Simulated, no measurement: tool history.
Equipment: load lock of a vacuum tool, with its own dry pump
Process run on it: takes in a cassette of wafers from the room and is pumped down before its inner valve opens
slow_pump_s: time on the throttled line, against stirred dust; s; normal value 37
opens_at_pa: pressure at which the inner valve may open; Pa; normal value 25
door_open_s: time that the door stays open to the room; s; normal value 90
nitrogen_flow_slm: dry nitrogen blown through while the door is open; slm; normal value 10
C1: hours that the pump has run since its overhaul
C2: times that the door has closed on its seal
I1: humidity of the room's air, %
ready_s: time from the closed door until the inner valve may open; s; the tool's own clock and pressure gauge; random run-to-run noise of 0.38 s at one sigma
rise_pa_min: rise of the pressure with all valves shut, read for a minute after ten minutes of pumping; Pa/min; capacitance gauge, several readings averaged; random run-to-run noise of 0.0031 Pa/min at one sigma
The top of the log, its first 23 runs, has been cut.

Run 24, hour 4407.2: usual settings but opens_at_pa 24 Pa; C1 10688; C2 25393; I1 44.0. Result: ready_s 56.4 s, rise_pa_min 0.202 Pa/min.
Run 25, hour 4558.4: usual settings but opens_at_pa 24 Pa; C1 10839; C2 25907; I1 46.2. Result: ready_s 57.0 s, rise_pa_min 0.215 Pa/min.
Run 26, hour 4742.3: usual settings but slow_pump_s 28 s, opens_at_pa 19 Pa, door_open_s 52 s, nitrogen_flow_slm 5 slm; C1 11023; C2 26531; I1 45.1. Result: ready_s 49.5 s, rise_pa_min 0.225 Pa/min.
Run 27, hour 4846.6: usual settings but opens_at_pa 22 Pa; C1 11128; C2 26885; I1 45.3. Result: ready_s 56.9 s, rise_pa_min 0.227 Pa/min.
Run 28, hour 5074.5: usual settings but opens_at_pa 22 Pa; C1 11355; C2 27659; I1 46.8. Result: ready_s 56.9 s, rise_pa_min 0.223 Pa/min.
Run 29, hour 5255.2: usual settings but opens_at_pa 18 Pa; C1 11536; C2 28272; I1 44.9. Result: ready_s 58.0 s, rise_pa_min 0.232 Pa/min.
Run 30, hour 5483.9: usual settings but slow_pump_s 52 s, opens_at_pa 18 Pa, door_open_s 30 s; C1 11765; C2 29049; I1 44.9. Result: ready_s 70.7 s, rise_pa_min 0.224 Pa/min.
Run 31, hour 5628.7: usual settings but slow_pump_s 52 s, door_open_s 30 s; C1 11910; C2 29541; I1 44.4. Result: ready_s 68.9 s, rise_pa_min 0.229 Pa/min.

Alternative continuations, all from the tool just after run 31; predict every row:
Run A, hour 5855.9: usual settings but slow_pump_s 52 s, opens_at_pa 29 Pa, door_open_s 81 s, nitrogen_flow_slm 12 slm; C1 12137; C2 30312; I1 46.1. Result: ready_s ?, rise_pa_min ?.
Run B, hour 5855.9: usual settings but slow_pump_s 52 s, opens_at_pa 46 Pa, door_open_s 30 s, nitrogen_flow_slm 7 slm; C1 12137; C2 30312; I1 46.9. Result: ready_s ?, rise_pa_min ?.
Run C, hour 5855.9: usual settings but slow_pump_s 52 s, door_open_s 30 s, nitrogen_flow_slm 9 slm; C1 12137; C2 30312; I1 47.9. Result: ready_s ?, rise_pa_min ?.
Run D, hour 5855.9: usual settings but slow_pump_s 40 s, door_open_s 27 s; C1 12137; C2 30312; I1 46.8. Result: ready_s ?, rise_pa_min ?.
Run E, hour 5855.9: usual settings but slow_pump_s 36 s; C1 12137; C2 30312; I1 44.3. Result: ready_s ?, rise_pa_min ?.

run  ready_s  rise_pa_min
  A     68.3        0.245
  B     67.3        0.235
  C     69.5        0.237
  D     59.5        0.241
  E     56.4        0.245
What these runs would have given with no unlogged condition in the tool:
run  ready_s  rise_pa_min
  A     65.9        0.057
  B     65.2        0.049
  C     67.1        0.047
  D     56.8        0.051
  E     53.6        0.059

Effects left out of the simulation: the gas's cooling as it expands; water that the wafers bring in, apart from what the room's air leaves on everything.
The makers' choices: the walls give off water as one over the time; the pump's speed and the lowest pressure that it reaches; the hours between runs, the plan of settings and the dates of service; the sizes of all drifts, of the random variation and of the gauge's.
